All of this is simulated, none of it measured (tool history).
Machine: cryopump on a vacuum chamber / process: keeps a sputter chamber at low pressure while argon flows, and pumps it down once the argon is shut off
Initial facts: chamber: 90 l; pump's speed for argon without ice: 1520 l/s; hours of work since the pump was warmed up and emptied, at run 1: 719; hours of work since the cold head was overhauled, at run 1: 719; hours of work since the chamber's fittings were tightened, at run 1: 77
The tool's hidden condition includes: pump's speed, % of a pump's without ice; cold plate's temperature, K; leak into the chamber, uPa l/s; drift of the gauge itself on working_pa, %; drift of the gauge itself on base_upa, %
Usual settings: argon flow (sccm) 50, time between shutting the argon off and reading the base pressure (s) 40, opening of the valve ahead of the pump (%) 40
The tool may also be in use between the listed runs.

run	hour	argon flow (sccm)	time between shutting the argon off and reading the base pressure (s)	opening of the valve ahead of the pump (%)	hours of work since the pump was warmed up and emptied	hours of work since the cold head was overhauled	hours of work since the chamber's fittings were tightened	pressure while argon flows (Pa)	pressure after the wait (uPa)
1	0.0	50	40	40	719	719	77	0.1618	2.64
2	66.6	50	110	40	775	775	134	0.1640	1.20
3	105.8	50	40	40	808	808	167	0.1641	2.64
4	163.6	50	40	40	857	857	215	0.1654	2.72
5	223.3	44	40	40	907	907	266	0.1488	2.74
# hour 260.7: pump warmed up, emptied and cooled again
6	307.8	44	40	40	40	974	333	0.1240	2.64
7	346.1	23	259	57	72	1007	365	0.0466	0.68
8	398.0	23	259	57	116	1050	409	0.0455	0.71
9	479.9	45	37	16	185	1120	478	0.3163	2.76
10	558.4	22	80	18	251	1186	545	0.1386	1.53

Forecast each of these 4 alternatives for the next run:
A	597.6	22	85	18	285	1219	578	?	?
B	597.6	90	76	56	285	1219	578	?	?
C	597.6	76	26	41	285	1219	578	?	?
D	597.6	50	104	22	285	1219	578	?	?

run	pressure while argon flows (Pa)	pressure after the wait (uPa)
A	0.1386	1.48
B	0.1899	1.66
C	0.2150	3.94
D	0.2614	1.31
Stripped of hidden state, with their random variation kept, the same runs would have yielded:
run	pressure while argon flows (Pa)	pressure after the wait (uPa)
A	0.1356	1.24
B	0.1775	1.42
C	0.2047	3.70
D	0.2545	1.08
